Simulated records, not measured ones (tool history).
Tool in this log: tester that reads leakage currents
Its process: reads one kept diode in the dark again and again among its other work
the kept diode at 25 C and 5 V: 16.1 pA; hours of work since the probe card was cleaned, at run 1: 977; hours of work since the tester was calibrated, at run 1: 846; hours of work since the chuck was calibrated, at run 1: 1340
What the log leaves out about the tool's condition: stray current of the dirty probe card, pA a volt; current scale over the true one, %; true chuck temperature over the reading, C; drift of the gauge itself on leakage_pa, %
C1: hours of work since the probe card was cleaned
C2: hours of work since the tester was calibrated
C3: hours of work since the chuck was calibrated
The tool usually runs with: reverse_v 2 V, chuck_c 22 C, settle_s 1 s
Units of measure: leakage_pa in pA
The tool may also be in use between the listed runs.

Run 1, hour 0: usual settings; C1 977; C2 846; C3 1340. Result: leakage_pa 10.22 pA.
Run 2, hour 31.8: usual settings but settle_s 8.21 s; C1 995; C2 865; C3 1358. Result: leakage_pa 9.48 pA.
Run 3, hour 53: usual settings but chuck_c 45 C, settle_s 8.21 s; C1 1008; C2 877; C3 1371. Result: leakage_pa 40.37 pA.
Run 4, hour 78: usual settings; C1 1022; C2 892; C3 1385. Result: leakage_pa 10.21 pA.
Run 5, hour 98.2: usual settings but settle_s 0.46 s; C1 1034; C2 904; C3 1397. Result: leakage_pa 11.06 pA.
Run 6, hour 140.1: usual settings; C1 1059; C2 928; C3 1422. Result: leakage_pa 10.16 pA.
Run 7, hour 176.2: usual settings but settle_s 0.43 s; C1 1080; C2 949; C3 1443. Result: leakage_pa 11.24 pA.
Run 8, hour 199.1: usual settings but reverse_v 6.84 V; C1 1093; C2 963; C3 1456. Result: leakage_pa 22.87 pA.
Run 9, hour 241.4: usual settings but reverse_v 6.84 V; C1 1118; C2 987; C3 1481. Result: leakage_pa 23.03 pA.
Run 10, hour 279.2: usual settings but reverse_v 6.84 V, settle_s 9.12 s; C1 1140; C2 1010; C3 1503. Result: leakage_pa 20.83 pA.
Run 11, hour 307.2: usual settings but reverse_v 6.84 V, settle_s 9.12 s; C1 1157; C2 1026; C3 1520. Result: leakage_pa 20.97 pA.
Run 12, hour 350: usual settings; C1 1182; C2 1051; C3 1545. Result: leakage_pa 10.4 pA.
Run 13, hour 387: usual settings; C1 1204; C2 1073; C3 1566. Result: leakage_pa 10.53 pA.
Run 14, hour 424.7: usual settings; C1 1226; C2 1095; C3 1589. Result: leakage_pa 10.44 pA.
Run 15, hour 466.7: usual settings; C1 1250; C2 1120; C3 1613. Result: leakage_pa 10.5 pA.
Run 16, hour 505: usual settings; C1 1273; C2 1142; C3 1636. Result: leakage_pa 10.61 pA.
Run 17, hour 529.9: usual settings but settle_s 4.33 s; C1 1287; C2 1157; C3 1650. Result: leakage_pa 9.97 pA.
Run 18, hour 561: usual settings but settle_s 4.33 s; C1 1305; C2 1175; C3 1668. Result: leakage_pa 10.05 pA.
Run 19, hour 601.2: usual settings but reverse_v 11.17 V; C1 1329; C2 1198; C3 1692. Result: leakage_pa 34.36 pA.
Run 20, hour 632.8: usual settings but reverse_v 11.17 V; C1 1348; C2 1217; C3 1710. Result: leakage_pa 34.23 pA.
Run 21, hour 650.9: usual settings but reverse_v 10.45 V, chuck_c 23 C, settle_s 9.4 s; C1 1358; C2 1228; C3 1721. Result: leakage_pa 30.99 pA.
Run 22, hour 675.3: usual settings but reverse_v 10.45 V, chuck_c 23 C, settle_s 9.4 s; C1 1373; C2 1242; C3 1735. Result: leakage_pa 30.75 pA.
Run 23, hour 703.8: usual settings but reverse_v 1.75 V, chuck_c 21 C, settle_s 5.26 s; C1 1389; C2 1259; C3 1752. Result: leakage_pa 8.91 pA.
Run 24, hour 747.9: usual settings but reverse_v 1.75 V, chuck_c 21 C, settle_s 5.26 s; C1 1415; C2 1284; C3 1778. Result: leakage_pa 8.83 pA.
Run 25, hour 789.1: usual settings but reverse_v 1.75 V, chuck_c 21 C, settle_s 5.26 s; C1 1439; C2 1308; C3 1802. Result: leakage_pa 8.85 pA.
Run 26, hour 815.8: usual settings but reverse_v 15.17 V, settle_s 0.47 s; C1 1455; C2 1324; C3 1818. Result: leakage_pa 50.83 pA.
Run 27, hour 848: usual settings but reverse_v 2.24 V, chuck_c 54 C, settle_s 0.86 s; C1 1474; C2 1343; C3 1837. Result: leakage_pa 74.43 pA.
Run 28, hour 874.3: usual settings but reverse_v 2.24 V, chuck_c 54 C, settle_s 0.86 s; C1 1489; C2 1358; C3 1852. Result: leakage_pa 74.28 pA.
Run 29, hour 897.4: usual settings but reverse_v 13.31 V, chuck_c 30 C, settle_s 9.96 s; C1 1503; C2 1372; C3 1866. Result: leakage_pa 51.52 pA.
Run 30, hour 929.7: usual settings but reverse_v 13.31 V, chuck_c 30 C, settle_s 9.96 s; C1 1522; C2 1391; C3 1885. Result: leakage_pa 51.8 pA.
Run 31, hour 974.3: usual settings but reverse_v 1.42 V, chuck_c 41 C, settle_s 9.01 s; C1 1548; C2 1417; C3 1911. Result: leakage_pa 26.45 pA.
Run 32, hour 994.8: usual settings but reverse_v 1.42 V, chuck_c 41 C, settle_s 9.01 s; C1 1560; C2 1429; C3 1923. Result: leakage_pa 26.38 pA.
Run 33, hour 1023.6: usual settings but reverse_v 1.42 V, chuck_c 41 C, settle_s 9.01 s; C1 1577; C2 1446; C3 1940. Result: leakage_pa 26.63 pA.
Run 34, hour 1064.4: usual settings but reverse_v 1.42 V, chuck_c 41 C, settle_s 9.01 s; C1 1601; C2 1470; C3 1963. Result: leakage_pa 26.37 pA.
Run 35, hour 1086.8: usual settings but reverse_v 1.19 V, chuck_c 25 C, settle_s 3.76 s; C1 1614; C2 1483; C3 1977. Result: leakage_pa 9.12 pA.
Run 36, hour 1117.2: usual settings but reverse_v 1.61 V, chuck_c 40 C, settle_s 0.61 s; C1 1631; C2 1501; C3 1994. Result: leakage_pa 27.51 pA.
Run 37, hour 1136.4: usual settings but reverse_v 4.97 V, chuck_c 26 C, settle_s 4.97 s; C1 1643; C2 1512; C3 2006. Result: leakage_pa 23.11 pA.
Run 38, hour 1178.2: usual settings but reverse_v 2.51 V, chuck_c 31 C, settle_s 5.66 s; C1 1667; C2 1537; C3 2030. Result: leakage_pa 19.88 pA.
Run 39, hour 1216.8: usual settings but reverse_v 2.51 V, chuck_c 31 C, settle_s 5.66 s; C1 1690; C2 1559; C3 2053. Result: leakage_pa 19.94 pA.

Here are 4 independent what-if runs from the current tool condition. What would each one return?
Run A, hour 1248.6: usual settings but reverse_v 1.99 V, chuck_c 31 C, settle_s 5.66 s; C1 1709; C2 1578; C3 2071. Result: leakage_pa ?.
Run B, hour 1248.6: usual settings but reverse_v 1.28 V, chuck_c 31 C, settle_s 5.66 s; C1 1709; C2 1578; C3 2071. Result: leakage_pa ?.
Run C, hour 1248.6: usual settings but reverse_v 2.51 V, chuck_c 31 C, settle_s 5.66 s; C1 1709; C2 1578; C3 2071. Result: leakage_pa ?.
Run D, hour 1248.6: usual settings but reverse_v 2.51 V, chuck_c 30 C, settle_s 5.66 s; C1 1709; C2 1578; C3 2071. Result: leakage_pa ?.

run  leakage_pa
  A       17.52
  B       13.68
  C       19.99
  D       18.76
The same runs, with their run-to-run variation unchanged, on a tool lacking any hidden condition would have given:
run  leakage_pa
  A       16.24
  B       13.14
  C       18.13
  D       16.79

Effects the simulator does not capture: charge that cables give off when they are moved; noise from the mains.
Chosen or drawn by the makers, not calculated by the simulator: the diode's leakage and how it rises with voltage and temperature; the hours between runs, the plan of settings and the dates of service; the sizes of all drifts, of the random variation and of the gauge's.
